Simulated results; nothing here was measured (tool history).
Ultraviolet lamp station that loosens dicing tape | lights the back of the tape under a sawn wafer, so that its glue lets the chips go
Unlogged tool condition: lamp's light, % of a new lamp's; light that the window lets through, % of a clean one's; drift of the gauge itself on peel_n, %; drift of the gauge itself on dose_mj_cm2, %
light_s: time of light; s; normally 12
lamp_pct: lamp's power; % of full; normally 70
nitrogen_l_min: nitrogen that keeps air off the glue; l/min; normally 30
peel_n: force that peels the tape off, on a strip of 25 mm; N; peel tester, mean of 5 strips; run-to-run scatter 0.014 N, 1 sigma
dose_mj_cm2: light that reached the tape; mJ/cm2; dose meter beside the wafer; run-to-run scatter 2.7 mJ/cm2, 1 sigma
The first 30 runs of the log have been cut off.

run   hour  light_s  lamp_pct  nitrogen_l_min  hours of work of the lamp  hours of work since the window was cleaned  peel_n  dose_mj_cm2
 31  307.6       12        88              30                        259                                         443   0.606          394
 32  315.9       21        65              23                        265                                         449   0.415          507
 33  327.4        9        62              41                        273                                         457   1.412          210
 34  339.9       17        96              29                        282                                         466   0.256          604
 35  350.2       18        65              30                        289                                         474   0.493          431
 36  364.2        7        62              49                        299                                         483   1.738          163
 37  372.7        7        75              56                        305                                         489   1.310          194
 38  383.8       13        81              30                        313                                         497   0.622          391
 39  397.9       11        70              38                        323                                         507   0.922          280
 40  404.4       14        70              32                        328                                         512   0.689          360
 41  410.8       14        70              32                        332                                         517   0.686          357

Alternative continuations, all from the tool just after run 41; predict every row:
  A  425.1       13        70              23                        342                                         527       ?            ?
  B  425.1       14        62              21                        342                                         527       ?            ?
  C  425.1        7        70              12                        342                                         527       ?            ?
  D  425.1       12        70              48                        342                                         527       ?            ?
  E  425.1       12        90              30                        342                                         527       ?            ?

run  peel_n  dose_mj_cm2
  A   0.983          325
  B   1.063          315
  C   2.582          178
  D   0.714          304
  E   0.616          386
Had the tool no hidden state, the same runs would have come out as:
run  peel_n  dose_mj_cm2
  A   0.708          393
  B   0.784          380
  C   2.226          215
  D   0.493          367
  E   0.420          467

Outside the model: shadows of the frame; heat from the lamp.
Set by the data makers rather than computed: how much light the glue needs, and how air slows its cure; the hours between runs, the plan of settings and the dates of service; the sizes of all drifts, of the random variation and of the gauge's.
